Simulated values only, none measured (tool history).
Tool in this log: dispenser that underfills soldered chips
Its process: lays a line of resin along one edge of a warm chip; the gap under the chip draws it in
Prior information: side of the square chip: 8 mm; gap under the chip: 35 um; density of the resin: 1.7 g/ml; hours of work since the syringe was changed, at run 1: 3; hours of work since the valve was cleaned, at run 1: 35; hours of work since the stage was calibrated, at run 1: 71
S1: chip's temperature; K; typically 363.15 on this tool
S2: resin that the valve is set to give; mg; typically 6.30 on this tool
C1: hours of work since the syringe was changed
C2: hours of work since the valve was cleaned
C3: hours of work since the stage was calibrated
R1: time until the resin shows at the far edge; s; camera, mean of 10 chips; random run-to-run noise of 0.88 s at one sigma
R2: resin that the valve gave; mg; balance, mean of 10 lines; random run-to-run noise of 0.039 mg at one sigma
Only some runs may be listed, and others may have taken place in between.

run 1 day=0.000 | S1=363.15 S2=6.30 | C1=3 C2=35 C3=71 | R1=95.4 R2=6.18
-- day=0.450 new syringe of resin
run 2 day=0.483 | S1=363.15 S2=6.30 | C1=0 C2=42 C3=78 | R1=82.5 R2=6.08
run 3 day=0.692 | S1=363.15 S2=6.30 | C1=4 C2=45 C3=81 | R1=98.4 R2=6.12
-- day=0.800 dispensing valve cleaned and set on the balance
run 4 day=0.929 | S1=363.15 S2=6.30 | C1=6 C2=2 C3=84 | R1=117.5 R2=6.27
-- day=1.108 new syringe of resin
run 5 day=1.296 | S1=363.15 S2=7.64 | C1=3 C2=7 C3=89 | R1=93.0 R2=7.67
run 6 day=1.608 | S1=367.15 S2=7.64 | C1=7 C2=12 C3=93 | R1=103.0 R2=7.63
-- day=1.725 new syringe of resin
run 7 day=1.971 | S1=367.15 S2=7.64 | C1=4 C2=17 C3=99 | R1=82.5 R2=7.51
-- day=2.358 new syringe of resin
run 8 day=2.383 | S1=351.15 S2=6.30 | C1=0 C2=23 C3=105 | R1=136.7 R2=6.20
run 9 day=2.738 | S1=351.15 S2=6.30 | C1=6 C2=28 C3=110 | R1=182.4 R2=6.20
-- day=2.971 new syringe of resin
run 10 day=2.988 | S1=351.15 S2=6.30 | C1=0 C2=31 C3=113 | R1=133.1 R2=6.16
run 11 day=3.250 | S1=351.15 S2=7.02 | C1=4 C2=35 C3=117 | R1=165.5 R2=6.91
-- day=3.579 new syringe of resin
run 12 day=3.600 | S1=363.15 S2=6.30 | C1=0 C2=40 C3=122 | R1=81.7 R2=6.15
run 13 day=3.888 | S1=363.15 S2=6.30 | C1=5 C2=45 C3=126 | R1=105.9 R2=6.10
-- day=4.046 dispensing valve cleaned and set on the balance
-- day=4.242 new syringe of resin
run 14 day=4.242 | S1=363.15 S2=6.30 | C1=0 C2=3 C3=131 | R1=80.1 R2=6.31
run 15 day=4.533 | S1=363.15 S2=6.30 | C1=4 C2=7 C3=135 | R1=99.2 R2=6.29
-- day=4.858 new syringe of resin
run 16 day=5.029 | S1=363.15 S2=6.30 | C1=3 C2=14 C3=142 | R1=93.2 R2=6.17
run 17 day=5.358 | S1=357.15 S2=5.60 | C1=7 C2=19 C3=147 | R1=154.3 R2=5.45
-- day=5.496 new syringe of resin
run 18 day=5.600 | S1=368.15 S2=7.95 | C1=2 C2=22 C3=150 | R1=69.9 R2=7.81
run 19 day=6.025 | S1=349.15 S2=8.00 | C1=8 C2=29 C3=157 | R1=216.1 R2=7.82
-- day=6.129 new syringe of resin
run 20 day=6.438 | S1=349.15 S2=8.00 | C1=5 C2=34 C3=162 | R1=182.7 R2=7.77
-- day=6.733 new syringe of resin
run 21 day=6.871 | S1=351.15 S2=6.31 | C1=2 C2=41 C3=169 | R1=147.0 R2=6.10
-- day=7.292 dispensing valve cleaned and set on the balance
run 22 day=7.292 | S1=365.15 S2=6.12 | C1=8 C2=0 C3=174 | R1=111.0 R2=6.12
-- day=7.396 new syringe of resin
run 23 day=7.688 | S1=351.15 S2=7.40 | C1=4 C2=6 C3=180 | R1=163.6 R2=7.41
-- day=8.008 new syringe of resin
run 24 day=8.079 | S1=373.15 S2=7.44 | C1=1 C2=11 C3=186 | R1=54.6 R2=7.41
run 25 day=8.467 | S1=363.15 S2=7.11 | C1=7 C2=17 C3=191 | R1=114.7 R2=7.05
-- day=8.612 new syringe of resin
run 26 day=8.746 | S1=363.15 S2=7.11 | C1=2 C2=21 C3=195 | R1=87.4 R2=7.00
run 27 day=9.017 | S1=376.15 S2=6.30 | C1=6 C2=25 C3=199 | R1=66.5 R2=6.17
-- day=9.221 new syringe of resin
run 28 day=9.475 | S1=376.15 S2=6.30 | C1=4 C2=31 C3=206 | R1=57.2 R2=6.18
-- day=9.833 new syringe of resin
run 29 day=9.904 | S1=376.15 S2=6.30 | C1=1 C2=38 C3=212 | R1=49.3 R2=6.13
run 30 day=10.100 | S1=376.15 S2=6.61 | C1=4 C2=40 C3=215 | R1=57.7 R2=6.48
run 31 day=10.367 | S1=374.15 S2=6.24 | C1=8 C2=44 C3=219 | R1=78.0 R2=6.03
-- day=10.450 new syringe of resin
-- day=10.554 dispensing valve cleaned and set on the balance
run 32 day=10.642 | S1=374.15 S2=6.24 | C1=2 C2=1 C3=222 | R1=55.6 R2=6.22

What if the next run were any one of these 4? Each begins from the tool's condition after run 32:
-- day=11.096 new syringe of resin
run A day=11.096 | S1=375.15 S2=5.76 | C1=0 C2=8 C3=228 | R1=? R2=?
-- day=11.096 new syringe of resin
run B day=11.096 | S1=363.15 S2=7.46 | C1=0 C2=8 C3=228 | R1=? R2=?
-- day=11.096 new syringe of resin
run C day=11.096 | S1=361.15 S2=6.24 | C1=0 C2=8 C3=228 | R1=? R2=?
-- day=11.096 new syringe of resin
run D day=11.096 | S1=353.15 S2=6.24 | C1=0 C2=8 C3=228 | R1=? R2=?

run=A R1=48.7 R2=5.79
run=B R1=74.5 R2=7.42
run=C R1=85.7 R2=6.20
run=D R1=116.5 R2=6.18
What these runs would have given with no unlogged condition in the tool:
run=A R1=52.3 R2=5.82
run=B R1=80.6 R2=7.46
run=C R1=92.6 R2=6.24
run=D R1=126.4 R2=6.22
